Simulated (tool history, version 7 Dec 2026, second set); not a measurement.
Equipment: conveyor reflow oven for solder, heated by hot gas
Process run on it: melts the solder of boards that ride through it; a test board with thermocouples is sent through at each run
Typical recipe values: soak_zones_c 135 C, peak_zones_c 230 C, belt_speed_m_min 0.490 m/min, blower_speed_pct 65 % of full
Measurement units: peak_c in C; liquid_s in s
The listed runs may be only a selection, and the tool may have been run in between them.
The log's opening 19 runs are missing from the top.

run	hour	soak_zones_c	peak_zones_c	belt_speed_m_min	blower_speed_pct	peak_c	liquid_s
20	1037.5	122	220	0.586	78	199.9	32.5
21	1085.1	129	228	0.420	71	216.4	72.7
22	1115.2	129	228	0.420	71	217.0	71.8
23	1163.8	129	228	0.420	71	216.4	72.9
24	1230.7	129	228	0.420	71	216.0	71.7
25	1302.3	135	232	0.490	65	214.3	59.6
26	1367.3	135	232	0.490	65	212.5	58.9
27	1402.4	135	229	0.490	76	213.9	61.3

What does the tool deliver on the next run?
28	1472.8	135	230	0.490	70	?	?

{"run 28": {"peak_c": 213.1, "liquid_s": 59.2}}
The same run, on a tool lacking any hidden state, would have yielded peak_c 214.9 C, liquid_s 60.9 s.
